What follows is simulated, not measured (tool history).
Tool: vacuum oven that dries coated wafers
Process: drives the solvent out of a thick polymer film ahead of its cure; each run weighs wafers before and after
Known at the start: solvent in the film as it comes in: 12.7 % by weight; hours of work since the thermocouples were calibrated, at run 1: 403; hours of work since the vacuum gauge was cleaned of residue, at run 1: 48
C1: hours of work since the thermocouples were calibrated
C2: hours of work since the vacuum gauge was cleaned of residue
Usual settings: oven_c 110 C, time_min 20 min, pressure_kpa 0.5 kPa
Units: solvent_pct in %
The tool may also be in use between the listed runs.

{"run": 1, "hour": 0.0, "oven_c": 110, "time_min": 20, "pressure_kpa": 0.5, "C1": 403, "C2": 48, "solvent_pct": 1.03}
{"run": 2, "hour": 9.3, "oven_c": 118, "time_min": 20, "pressure_kpa": 0.5, "C1": 408, "C2": 54, "solvent_pct": 0.35}
{"run": 3, "hour": 23.8, "oven_c": 118, "time_min": 20, "pressure_kpa": 0.5, "C1": 417, "C2": 62, "solvent_pct": 0.4}
{"run": 4, "hour": 38.9, "oven_c": 113, "time_min": 20, "pressure_kpa": 0.5, "C1": 426, "C2": 71, "solvent_pct": 0.66}
{"run": 5, "hour": 54.2, "oven_c": 110, "time_min": 20, "pressure_kpa": 0.5, "C1": 435, "C2": 81, "solvent_pct": 1.03}
{"run": 6, "hour": 66.5, "oven_c": 110, "time_min": 20, "pressure_kpa": 0.5, "C1": 443, "C2": 88, "solvent_pct": 1.08}
{"run": 7, "hour": 78.8, "oven_c": 110, "time_min": 20, "pressure_kpa": 0.5, "C1": 450, "C2": 95, "solvent_pct": 1.11}
{"run": 8, "hour": 87.7, "oven_c": 112, "time_min": 20, "pressure_kpa": 0.5, "C1": 456, "C2": 101, "solvent_pct": 0.9}
{"run": 9, "hour": 94.8, "oven_c": 110, "time_min": 20, "pressure_kpa": 0.5, "C1": 460, "C2": 105, "solvent_pct": 1.06}
{"run": 10, "hour": 106.7, "oven_c": 110, "time_min": 20, "pressure_kpa": 0.915, "C1": 467, "C2": 112, "solvent_pct": 1.3}
{"run": 11, "hour": 120.5, "oven_c": 110, "time_min": 20, "pressure_kpa": 0.915, "C1": 475, "C2": 121, "solvent_pct": 1.31}
{"run": 12, "hour": 131.8, "oven_c": 110, "time_min": 20, "pressure_kpa": 0.915, "C1": 482, "C2": 127, "solvent_pct": 1.39}
{"run": 13, "hour": 142.3, "oven_c": 98, "time_min": 19, "pressure_kpa": 0.915, "C1": 488, "C2": 134, "solvent_pct": 4.16}
{"run": 14, "hour": 153.3, "oven_c": 124, "time_min": 31, "pressure_kpa": 0.372, "C1": 495, "C2": 140, "solvent_pct": 0.15}
{"run": 15, "hour": 162.3, "oven_c": 124, "time_min": 31, "pressure_kpa": 0.372, "C1": 501, "C2": 146, "solvent_pct": 0.21}
{"run": 16, "hour": 172.6, "oven_c": 121, "time_min": 32, "pressure_kpa": 0.373, "C1": 507, "C2": 152, "solvent_pct": 0.17}
{"run": 17, "hour": 186.5, "oven_c": 116, "time_min": 23, "pressure_kpa": 0.852, "C1": 515, "C2": 160, "solvent_pct": 0.57}
{"run": 18, "hour": 194.6, "oven_c": 116, "time_min": 23, "pressure_kpa": 0.852, "C1": 520, "C2": 165, "solvent_pct": 0.64}
{"run": 19, "hour": 205.1, "oven_c": 116, "time_min": 23, "pressure_kpa": 0.852, "C1": 526, "C2": 172, "solvent_pct": 0.61}
{"run": 20, "hour": 212.6, "oven_c": 100, "time_min": 23, "pressure_kpa": 1.103, "C1": 531, "C2": 176, "solvent_pct": 3.05}
{"run": 21, "hour": 227.4, "oven_c": 110, "time_min": 19, "pressure_kpa": 0.459, "C1": 540, "C2": 185, "solvent_pct": 1.23}
{"run": 22, "hour": 242.4, "oven_c": 101, "time_min": 31, "pressure_kpa": 0.519, "C1": 549, "C2": 194, "solvent_pct": 1.48}
{"run": 23, "hour": 252.2, "oven_c": 101, "time_min": 28, "pressure_kpa": 0.39, "C1": 555, "C2": 200, "solvent_pct": 1.74}
{"run": 24, "hour": 265.4, "oven_c": 116, "time_min": 28, "pressure_kpa": 0.655, "C1": 563, "C2": 208, "solvent_pct": 0.48}

5 ways to go on from here, each from the tool as it stands after run 24. What would each give?
{"run": "A", "hour": 273.5, "oven_c": 116, "time_min": 28, "pressure_kpa": 1.688, "C1": 567, "C2": 213, "solvent_pct": "?"}
{"run": "B", "hour": 273.5, "oven_c": 97, "time_min": 20, "pressure_kpa": 0.5, "C1": 567, "C2": 213, "solvent_pct": "?"}
{"run": "C", "hour": 273.5, "oven_c": 98, "time_min": 20, "pressure_kpa": 0.786, "C1": 567, "C2": 213, "solvent_pct": "?"}
{"run": "D", "hour": 273.5, "oven_c": 113, "time_min": 17, "pressure_kpa": 0.869, "C1": 567, "C2": 213, "solvent_pct": "?"}
{"run": "E", "hour": 273.5, "oven_c": 116, "time_min": 21, "pressure_kpa": 1.547, "C1": 567, "C2": 213, "solvent_pct": "?"}

run=A solvent_pct=1.01
run=B solvent_pct=3.96
run=C solvent_pct=3.96
run=D solvent_pct=1.22
run=E solvent_pct=1.08
Without the tool's hidden state the same runs would have given:
run=A solvent_pct=1.01
run=B solvent_pct=4.08
run=C solvent_pct=4.09
run=D solvent_pct=1.27
run=E solvent_pct=1.09
